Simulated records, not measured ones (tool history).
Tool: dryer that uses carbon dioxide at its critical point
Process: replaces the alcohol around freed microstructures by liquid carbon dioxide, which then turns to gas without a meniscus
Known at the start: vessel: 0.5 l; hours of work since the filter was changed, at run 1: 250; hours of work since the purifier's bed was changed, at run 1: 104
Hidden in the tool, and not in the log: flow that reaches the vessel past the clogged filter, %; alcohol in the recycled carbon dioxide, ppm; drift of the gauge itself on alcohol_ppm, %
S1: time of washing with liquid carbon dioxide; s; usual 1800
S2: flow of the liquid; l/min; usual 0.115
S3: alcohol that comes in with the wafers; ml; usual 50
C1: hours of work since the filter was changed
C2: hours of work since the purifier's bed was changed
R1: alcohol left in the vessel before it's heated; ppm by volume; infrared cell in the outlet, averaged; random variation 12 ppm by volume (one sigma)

| run | hour | S1 | S2 | S3 | C1 | C2 | R1 |
|---|---|---|---|---|---|---|---|
| 1 | 0.0 | 1800 | 0.115 | 50 | 250 | 104 | 921 |
| 2 | 67.9 | 1800 | 0.115 | 50 | 302 | 156 | 982 |
| 3 | 110.3 | 1800 | 0.109 | 50 | 334 | 189 | 1269 |
| 4 | 168.0 | 1800 | 0.115 | 50 | 379 | 233 | 1031 |
| 5 | 221.3 | 1800 | 0.115 | 50 | 419 | 274 | 1103 |
|  | 254.3 | inlet filter changed |
| 6 | 264.1 | 1800 | 0.115 | 50 | 7 | 306 | 736 |
| 7 | 294.2 | 1200 | 0.115 | 50 | 31 | 329 | 3735 |
| 8 | 354.6 | 1800 | 0.115 | 50 | 77 | 375 | 808 |
| 9 | 409.5 | 1920 | 0.115 | 50 | 119 | 417 | 607 |
| 10 | 453.4 | 1920 | 0.115 | 50 | 152 | 451 | 603 |
| 11 | 493.2 | 1200 | 0.117 | 21 | 183 | 481 | 1713 |
| 12 | 540.6 | 1320 | 0.123 | 103 | 219 | 518 | 4804 |
| 13 | 607.3 | 2220 | 0.117 | 87 | 270 | 569 | 514 |
| 14 | 653.5 | 2220 | 0.117 | 87 | 306 | 604 | 519 |
| 15 | 691.3 | 1860 | 0.115 | 29 | 334 | 633 | 527 |

Run 16 comes next. What will it give?
| 16 | 750.4 | 1860 | 0.115 | 29 | 380 | 678 | ? |

{"run 16": {"R1": 575}}
Without the tool's hidden state the same run would have given R1 369 ppm by volume.

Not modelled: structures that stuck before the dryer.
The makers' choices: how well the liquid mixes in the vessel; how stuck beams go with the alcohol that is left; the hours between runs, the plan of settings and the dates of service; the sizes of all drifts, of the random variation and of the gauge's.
